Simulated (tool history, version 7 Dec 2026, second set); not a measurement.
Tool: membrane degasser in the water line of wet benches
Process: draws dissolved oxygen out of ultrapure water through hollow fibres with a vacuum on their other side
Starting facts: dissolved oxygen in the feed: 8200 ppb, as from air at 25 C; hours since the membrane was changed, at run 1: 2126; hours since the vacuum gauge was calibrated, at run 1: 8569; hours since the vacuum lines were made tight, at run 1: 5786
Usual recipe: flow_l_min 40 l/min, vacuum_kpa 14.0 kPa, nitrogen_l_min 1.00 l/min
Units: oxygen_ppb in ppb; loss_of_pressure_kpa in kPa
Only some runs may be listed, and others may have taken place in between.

| run | hour | flow_l_min | vacuum_kpa | nitrogen_l_min | hours since the membrane was changed | hours since the vacuum gauge was calibrated | hours since the vacuum lines were made tight | oxygen_ppb | loss_of_pressure_kpa |
|---|---|---|---|---|---|---|---|---|---|
| 1 | 0.0 | 40 | 14.0 | 1.00 | 2126 | 8569 | 5786 | 824.2 | 67.92 |
|  | 23.9 | vacuum gauge calibrated |
| 2 | 41.1 | 40 | 14.0 | 1.00 | 2166 | 17 | 5826 | 833.1 | 68.58 |
| 3 | 95.0 | 40 | 14.0 | 1.00 | 2220 | 71 | 5880 | 835.8 | 67.85 |
| 4 | 165.9 | 40 | 14.0 | 1.00 | 2291 | 142 | 5951 | 836.1 | 67.95 |
| 5 | 209.5 | 40 | 14.0 | 1.00 | 2335 | 186 | 5995 | 834.9 | 68.24 |
| 6 | 283.1 | 40 | 14.0 | 1.00 | 2408 | 259 | 6068 | 834.9 | 67.81 |
| 7 | 340.3 | 40 | 14.0 | 1.00 | 2465 | 316 | 6126 | 833.9 | 68.33 |
|  | 382.9 | vacuum gauge calibrated, once more |
| 8 | 401.5 | 40 | 14.0 | 0.59 | 2526 | 19 | 6186 | 1156.3 | 68.28 |
| 9 | 474.0 | 30 | 14.0 | 0.59 | 2599 | 91 | 6259 | 954.0 | 51.36 |
| 10 | 525.7 | 37 | 14.0 | 1.00 | 2650 | 143 | 6311 | 758.3 | 63.09 |
| 11 | 600.0 | 37 | 14.0 | 1.00 | 2725 | 217 | 6385 | 758.5 | 62.83 |
| 12 | 653.3 | 40 | 16.9 | 1.00 | 2778 | 270 | 6438 | 999.2 | 68.34 |
| 13 | 718.0 | 40 | 14.0 | 1.00 | 2843 | 335 | 6503 | 807.1 | 68.66 |
| 14 | 764.8 | 40 | 14.0 | 1.00 | 2889 | 382 | 6550 | 806.7 | 68.25 |
| 15 | 808.4 | 35 | 14.0 | 1.00 | 2933 | 425 | 6593 | 730.0 | 59.98 |
| 16 | 865.2 | 35 | 14.0 | 1.00 | 2990 | 482 | 6650 | 728.4 | 59.74 |
| 17 | 907.3 | 35 | 14.0 | 1.00 | 3032 | 524 | 6692 | 729.8 | 60.05 |
| 18 | 951.2 | 35 | 14.0 | 1.00 | 3076 | 568 | 6736 | 729.9 | 59.97 |
| 19 | 1013.3 | 34 | 8.7 | 1.00 | 3138 | 630 | 6798 | 380.1 | 58.23 |
| 20 | 1051.9 | 51 | 34.2 | 1.00 | 3176 | 669 | 6837 | 2332.3 | 87.32 |
| 21 | 1119.5 | 51 | 34.2 | 1.00 | 3244 | 737 | 6904 | 2321.3 | 87.15 |
| 22 | 1184.1 | 41 | 17.0 | 1.00 | 3309 | 801 | 6969 | 1026.1 | 70.30 |
| 23 | 1239.5 | 24 | 28.5 | 1.95 | 3364 | 857 | 7024 | 682.8 | 41.35 |
| 24 | 1301.8 | 37 | 11.0 | 1.95 | 3426 | 919 | 7087 | 331.1 | 63.12 |
| 25 | 1362.3 | 37 | 11.0 | 1.95 | 3487 | 979 | 7147 | 330.9 | 63.29 |
| 26 | 1435.7 | 37 | 11.0 | 1.95 | 3560 | 1053 | 7221 | 330.8 | 63.77 |
| 27 | 1486.0 | 40 | 21.0 | 1.00 | 3611 | 1103 | 7271 | 1260.1 | 68.55 |
| 28 | 1548.9 | 40 | 9.8 | 1.00 | 3673 | 1166 | 7334 | 514.1 | 68.70 |
| 29 | 1607.4 | 40 | 9.8 | 1.00 | 3732 | 1225 | 7392 | 514.7 | 68.41 |
| 30 | 1654.2 | 24 | 9.4 | 0.94 | 3779 | 1271 | 7439 | 336.5 | 41.49 |
| 31 | 1725.9 | 24 | 9.4 | 1.77 | 3850 | 1343 | 7511 | 196.3 | 41.35 |
| 32 | 1787.0 | 43 | 9.3 | 0.79 | 3912 | 1404 | 7572 | 599.2 | 74.02 |
| 33 | 1842.2 | 62 | 13.0 | 0.71 | 3967 | 1459 | 7627 | 1264.2 | 106.43 |

Below are 3 alternative next runs, each starting from the tool's condition after run 33. Predict each:
| A | 1913.3 | 26 | 13.0 | 1.30 | 4038 | 1530 | 7698 | ? | ? |
| B | 1913.3 | 28 | 21.7 | 0.71 | 4038 | 1530 | 7698 | ? | ? |
| C | 1913.3 | 57 | 19.7 | 0.71 | 4038 | 1530 | 7698 | ? | ? |

| run | oxygen_ppb | loss_of_pressure_kpa |
|---|---|---|
| A | 426.4 | 44.83 |
| B | 1288.2 | 48.24 |
| C | 1866.3 | 97.92 |
Without the tool's unlogged condition, the same runs would have read:
| run | oxygen_ppb | loss_of_pressure_kpa |
|---|---|---|
| A | 419.4 | 43.77 |
| B | 1280.2 | 47.11 |
| C | 1866.5 | 95.61 |

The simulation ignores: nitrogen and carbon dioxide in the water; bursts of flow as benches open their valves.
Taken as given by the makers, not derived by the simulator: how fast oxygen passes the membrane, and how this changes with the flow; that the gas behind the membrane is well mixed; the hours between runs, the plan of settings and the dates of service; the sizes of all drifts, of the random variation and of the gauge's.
